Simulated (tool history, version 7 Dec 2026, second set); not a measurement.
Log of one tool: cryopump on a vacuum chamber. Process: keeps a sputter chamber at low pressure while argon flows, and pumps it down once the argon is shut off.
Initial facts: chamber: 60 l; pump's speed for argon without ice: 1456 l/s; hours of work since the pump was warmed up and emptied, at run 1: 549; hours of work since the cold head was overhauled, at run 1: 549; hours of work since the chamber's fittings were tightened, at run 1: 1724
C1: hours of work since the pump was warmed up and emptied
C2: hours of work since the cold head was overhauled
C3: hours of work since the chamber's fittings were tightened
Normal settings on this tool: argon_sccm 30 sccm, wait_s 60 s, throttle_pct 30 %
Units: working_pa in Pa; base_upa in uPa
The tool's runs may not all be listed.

Run 1, hour 0.0: usual settings; C1 549; C2 549; C3 1724. Result: working_pa 0.1230 Pa, base_upa 2.75 uPa.
Run 2, hour 27.9: usual settings; C1 570; C2 570; C3 1745. Result: working_pa 0.1220 Pa, base_upa 2.73 uPa.
Run 3, hour 41.6: usual settings; C1 580; C2 580; C3 1755. Result: working_pa 0.1221 Pa, base_upa 2.80 uPa.
Run 4, hour 69.9: usual settings; C1 601; C2 601; C3 1776. Result: working_pa 0.1230 Pa, base_upa 2.83 uPa.
Run 5, hour 89.2: usual settings; C1 615; C2 615; C3 1790. Result: working_pa 0.1236 Pa, base_upa 2.78 uPa.
Run 6, hour 115.5: usual settings; C1 635; C2 635; C3 1810. Result: working_pa 0.1227 Pa, base_upa 2.88 uPa.
Run 7, hour 142.4: usual settings; C1 655; C2 655; C3 1830. Result: working_pa 0.1244 Pa, base_upa 2.85 uPa.
Run 8, hour 167.4: usual settings but throttle_pct 32 %; C1 673; C2 673; C3 1848. Result: working_pa 0.1171 Pa, base_upa 2.97 uPa.
Run 9, hour 193.0: usual settings but throttle_pct 32 %; C1 692; C2 692; C3 1868. Result: working_pa 0.1172 Pa, base_upa 2.91 uPa.
Run 10, hour 206.2: usual settings; C1 702; C2 702; C3 1877. Result: working_pa 0.1243 Pa, base_upa 2.93 uPa.
Run 11, hour 225.3: usual settings; C1 716; C2 716; C3 1892. Result: working_pa 0.1252 Pa, base_upa 2.92 uPa.
Run 12, hour 247.9: usual settings; C1 733; C2 733; C3 1908. Result: working_pa 0.1247 Pa, base_upa 3.02 uPa.
Run 13, hour 270.4: usual settings; C1 750; C2 750; C3 1925. Result: working_pa 0.1259 Pa, base_upa 2.98 uPa.
Run 14, hour 293.5: usual settings; C1 767; C2 767; C3 1942. Result: working_pa 0.1252 Pa, base_upa 2.96 uPa.
Run 15, hour 310.3: usual settings; C1 780; C2 780; C3 1955. Result: working_pa 0.1263 Pa, base_upa 2.94 uPa.
Run 16, hour 325.7: usual settings but throttle_pct 27 %; C1 791; C2 791; C3 1966. Result: working_pa 0.1381 Pa, base_upa 3.01 uPa.
Run 17, hour 338.4: usual settings but throttle_pct 27 %; C1 801; C2 801; C3 1976. Result: working_pa 0.1388 Pa, base_upa 2.97 uPa.
Run 18, hour 358.3: usual settings; C1 815; C2 815; C3 1991. Result: working_pa 0.1253 Pa, base_upa 3.08 uPa.
Run 19, hour 373.2: usual settings but throttle_pct 25 %; C1 827; C2 827; C3 2002. Result: working_pa 0.1501 Pa, base_upa 3.03 uPa.
Run 20, hour 387.9: usual settings but argon_sccm 59 sccm, wait_s 122 s; C1 837; C2 837; C3 2013. Result: working_pa 0.2501 Pa, base_upa 2.43 uPa.
Run 21, hour 412.8: usual settings but wait_s 131 s, throttle_pct 33 %; C1 856; C2 856; C3 2031. Result: working_pa 0.1159 Pa, base_upa 2.27 uPa.
Run 22, hour 440.2: usual settings but wait_s 131 s, throttle_pct 33 %; C1 876; C2 876; C3 2051. Result: working_pa 0.1165 Pa, base_upa 2.29 uPa.
Run 23, hour 453.8: usual settings but wait_s 151 s, throttle_pct 40 %; C1 886; C2 886; C3 2062. Result: working_pa 0.0979 Pa, base_upa 2.20 uPa.
Run 24, hour 480.8: usual settings but argon_sccm 20 sccm, wait_s 252 s, throttle_pct 35 %; C1 907; C2 907; C3 2082. Result: working_pa 0.0746 Pa, base_upa 2.00 uPa.
Run 25, hour 508.0: usual settings but argon_sccm 18 sccm, wait_s 120 s, throttle_pct 25 %; C1 927; C2 927; C3 2102. Result: working_pa 0.0897 Pa, base_upa 2.33 uPa.
Run 26, hour 530.7: usual settings but argon_sccm 20 sccm, wait_s 27 s, throttle_pct 25 %; C1 944; C2 944; C3 2119. Result: working_pa 0.0996 Pa, base_upa 5.02 uPa.
Run 27, hour 555.0: usual settings but argon_sccm 19 sccm, wait_s 47 s, throttle_pct 48 %; C1 962; C2 962; C3 2137. Result: working_pa 0.0523 Pa, base_upa 3.69 uPa.
Run 28, hour 577.6: usual settings but argon_sccm 19 sccm, wait_s 47 s, throttle_pct 48 %; C1 979; C2 979; C3 2154. Result: working_pa 0.0532 Pa, base_upa 3.65 uPa.
Run 29, hour 595.7: usual settings but argon_sccm 56 sccm, throttle_pct 52 %; C1 992; C2 992; C3 2167. Result: working_pa 0.1489 Pa, base_upa 3.30 uPa.
Run 30, hour 616.2: usual settings but argon_sccm 20 sccm, wait_s 44 s, throttle_pct 52 %; C1 1007; C2 1007; C3 2182. Result: working_pa 0.0526 Pa, base_upa 3.79 uPa.
Run 31, hour 643.5: usual settings but throttle_pct 22 %; C1 1028; C2 1028; C3 2203. Result: working_pa 0.1716 Pa, base_upa 3.19 uPa.
Run 32, hour 658.6: usual settings but throttle_pct 22 %; C1 1039; C2 1039; C3 2214. Result: working_pa 0.1704 Pa, base_upa 3.30 uPa.
Run 33, hour 680.1: usual settings but throttle_pct 16 %; C1 1055; C2 1055; C3 2230. Result: working_pa 0.2318 Pa, base_upa 3.24 uPa.
Run 34, hour 705.5: usual settings but argon_sccm 32 sccm, wait_s 87 s; C1 1074; C2 1074; C3 2249. Result: working_pa 0.1373 Pa, base_upa 2.88 uPa.
Run 35, hour 734.4: usual settings but argon_sccm 12 sccm, wait_s 68 s, throttle_pct 44 %; C1 1095; C2 1095; C3 2270. Result: working_pa 0.0371 Pa, base_upa 3.14 uPa.

Here are 3 independent what-if runs from the current tool condition. What would each one return?
Run A, hour 753.7: usual settings but throttle_pct 17 %; C1 1110; C2 1110; C3 2285. Result: working_pa ?, base_upa ?.
Run B, hour 753.7: usual settings but argon_sccm 12 sccm, wait_s 68 s, throttle_pct 37 %; C1 1110; C2 1110; C3 2285. Result: working_pa ?, base_upa ?.
Run C, hour 753.7: usual settings but argon_sccm 59 sccm, wait_s 25 s; C1 1110; C2 1110; C3 2285. Result: working_pa ?, base_upa ?.

run  working_pa  base_upa
  A      0.2186      3.37
  B      0.0424      3.18
  C      0.2573      5.37
Without the tool's unlogged condition, the same runs would have read:
run  working_pa  base_upa
  A      0.2042      1.69
  B      0.0367      1.51
  C      0.2290      3.73
